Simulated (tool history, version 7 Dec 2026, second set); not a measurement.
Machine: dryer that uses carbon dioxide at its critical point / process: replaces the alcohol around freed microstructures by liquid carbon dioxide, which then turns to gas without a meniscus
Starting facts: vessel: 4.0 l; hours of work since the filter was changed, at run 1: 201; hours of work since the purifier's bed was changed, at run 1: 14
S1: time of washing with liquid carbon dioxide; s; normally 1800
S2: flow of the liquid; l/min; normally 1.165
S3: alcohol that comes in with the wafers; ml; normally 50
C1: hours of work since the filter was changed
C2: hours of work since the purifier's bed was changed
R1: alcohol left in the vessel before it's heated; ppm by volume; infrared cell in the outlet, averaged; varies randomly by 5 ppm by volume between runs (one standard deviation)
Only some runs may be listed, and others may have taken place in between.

| run | day | S1 | S2 | S3 | C1 | C2 | R1 |
|---|---|---|---|---|---|---|---|
| 1 | 0.000 | 1800 | 1.165 | 50 | 201 | 14 | 31 |
| 2 | 0.321 | 1800 | 1.165 | 50 | 207 | 19 | 39 |
| 3 | 0.533 | 1800 | 1.165 | 50 | 210 | 23 | 26 |
| 4 | 0.800 | 1800 | 1.165 | 50 | 215 | 28 | 39 |
| 5 | 0.979 | 1800 | 1.165 | 50 | 219 | 31 | 43 |
| 6 | 1.179 | 2220 | 1.165 | 50 | 222 | 35 | 18 |
| 7 | 1.492 | 2220 | 1.165 | 50 | 228 | 41 | 20 |
| 8 | 1.767 | 2220 | 1.165 | 68 | 233 | 46 | 27 |
| 9 | 2.071 | 2700 | 1.110 | 27 | 238 | 51 | 15 |
| 10 | 2.404 | 1440 | 0.720 | 35 | 244 | 57 | 427 |
| 11 | 2.654 | 1440 | 0.720 | 35 | 249 | 62 | 419 |
| 12 | 2.858 | 1440 | 0.720 | 53 | 253 | 66 | 642 |
| 13 | 3.217 | 1440 | 0.720 | 53 | 259 | 72 | 651 |

What will run 14 give?
| 14 | 3.454 | 1440 | 0.720 | 53 | 264 | 76 | ? |

{"run 14": {"R1": 630}}
With the hidden condition absent and the run-to-run variation left alone, this run would have shown R1 533 ppm by volume.
